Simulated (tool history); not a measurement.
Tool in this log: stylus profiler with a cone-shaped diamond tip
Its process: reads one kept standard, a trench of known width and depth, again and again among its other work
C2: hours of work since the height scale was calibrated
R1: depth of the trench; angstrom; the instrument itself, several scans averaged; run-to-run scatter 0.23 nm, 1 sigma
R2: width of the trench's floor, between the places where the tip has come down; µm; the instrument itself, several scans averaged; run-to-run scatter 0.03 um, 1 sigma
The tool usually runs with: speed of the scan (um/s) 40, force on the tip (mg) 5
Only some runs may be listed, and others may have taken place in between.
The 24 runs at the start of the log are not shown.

{"run": 25, "hour": 2186.4, "speed of the scan (um/s)": 27, "force on the tip (mg)": 13.95, "scans with this tip": 27281, "C2": 222, "R1": 10428.5, "R2": 15.94}
{"run": 26, "hour": 2279.4, "speed of the scan (um/s)": 27, "force on the tip (mg)": 13.95, "scans with this tip": 27678, "C2": 280, "R1": 10436.6, "R2": 15.92}
{"run": 27, "hour": 2392.7, "speed of the scan (um/s)": 27, "force on the tip (mg)": 13.95, "scans with this tip": 28162, "C2": 352, "R1": 10430.8, "R2": 15.93}
{"run": 28, "hour": 2495.8, "speed of the scan (um/s)": 98, "force on the tip (mg)": 7.05, "scans with this tip": 28601, "C2": 417, "R1": 10274.1, "R2": 15.83}
{"run": 29, "hour": 2602.3, "speed of the scan (um/s)": 60, "force on the tip (mg)": 3.81, "scans with this tip": 29056, "C2": 484, "R1": 10182.3, "R2": 15.89}
{"run": 30, "hour": 2686.0, "speed of the scan (um/s)": 88, "force on the tip (mg)": 12.6, "scans with this tip": 29412, "C2": 537, "R1": 10400.9, "R2": 15.83}
{"run": 31, "hour": 2784.4, "speed of the scan (um/s)": 47, "force on the tip (mg)": 4.1, "scans with this tip": 29832, "C2": 599, "R1": 10188.1, "R2": 15.89}
{"run": 32, "hour": 2917.5, "speed of the scan (um/s)": 19, "force on the tip (mg)": 5.04, "scans with this tip": 30400, "C2": 683, "R1": 10214.2, "R2": 15.85}
{"run": 33, "hour": 3045.3, "speed of the scan (um/s)": 17, "force on the tip (mg)": 3.15, "scans with this tip": 30945, "C2": 764, "R1": 10156.2, "R2": 15.92}
{"run": 34, "hour": 3166.2, "speed of the scan (um/s)": 13, "force on the tip (mg)": 5.25, "scans with this tip": 31461, "C2": 840, "R1": 10227.3, "R2": 15.93}
{"hour": 3236.5, "done": "new tip fitted, height scale calibrated"}
{"run": 35, "hour": 3288.8, "speed of the scan (um/s)": 13, "force on the tip (mg)": 5.25, "scans with this tip": 223, "C2": 33, "R1": 10222.2, "R2": 15.97}
{"run": 36, "hour": 3383.7, "speed of the scan (um/s)": 13, "force on the tip (mg)": 5.25, "scans with this tip": 628, "C2": 93, "R1": 10225.3, "R2": 15.98}
{"run": 37, "hour": 3439.7, "speed of the scan (um/s)": 15, "force on the tip (mg)": 2.31, "scans with this tip": 867, "C2": 128, "R1": 10128.5, "R2": 15.93}
{"run": 38, "hour": 3502.2, "speed of the scan (um/s)": 50, "force on the tip (mg)": 2.56, "scans with this tip": 1134, "C2": 168, "R1": 10141.1, "R2": 15.92}
{"run": 39, "hour": 3581.7, "speed of the scan (um/s)": 50, "force on the tip (mg)": 2.56, "scans with this tip": 1473, "C2": 218, "R1": 10136.2, "R2": 15.94}
{"run": 40, "hour": 3664.5, "speed of the scan (um/s)": 19, "force on the tip (mg)": 5, "scans with this tip": 1826, "C2": 270, "R1": 10214.8, "R2": 16.02}
{"run": 41, "hour": 3727.5, "speed of the scan (um/s)": 19, "force on the tip (mg)": 5, "scans with this tip": 2095, "C2": 310, "R1": 10210.1, "R2": 15.95}
{"run": 42, "hour": 3798.6, "speed of the scan (um/s)": 19, "force on the tip (mg)": 5, "scans with this tip": 2398, "C2": 355, "R1": 10214.5, "R2": 15.97}
{"run": 43, "hour": 3905.1, "speed of the scan (um/s)": 37, "force on the tip (mg)": 5.46, "scans with this tip": 2853, "C2": 422, "R1": 10228.7, "R2": 15.98}
{"run": 44, "hour": 3974.4, "speed of the scan (um/s)": 52, "force on the tip (mg)": 2.14, "scans with this tip": 3148, "C2": 465, "R1": 10125.4, "R2": 15.9}

Consider 4 possible next runs. They are alternatives, not a sequence: every one starts from the tool as it was left by run 44. What does each give?
{"run": "A", "hour": 4039.3, "speed of the scan (um/s)": 137, "force on the tip (mg)": 4.03, "scans with this tip": 3425, "C2": 506, "R1": "?", "R2": "?"}
{"run": "B", "hour": 4039.3, "speed of the scan (um/s)": 115, "force on the tip (mg)": 2.14, "scans with this tip": 3425, "C2": 506, "R1": "?", "R2": "?"}
{"run": "C", "hour": 4039.3, "speed of the scan (um/s)": 130, "force on the tip (mg)": 1.72, "scans with this tip": 3425, "C2": 506, "R1": "?", "R2": "?"}
{"run": "D", "hour": 4039.3, "speed of the scan (um/s)": 43, "force on the tip (mg)": 8.52, "scans with this tip": 3425, "C2": 506, "R1": "?", "R2": "?"}

run=A R1=10188.8 R2=15.75
run=B R1=10119.1 R2=15.7
run=C R1=10106.6 R2=15.61
run=D R1=10308.3 R2=15.96
The same runs, with their run-to-run variation unchanged, on a tool lacking any hidden condition would have given:
run=A R1=10189.1 R2=15.76
run=B R1=10119.3 R2=15.7
run=C R1=10106.8 R2=15.61
run=D R1=10308.5 R2=15.97
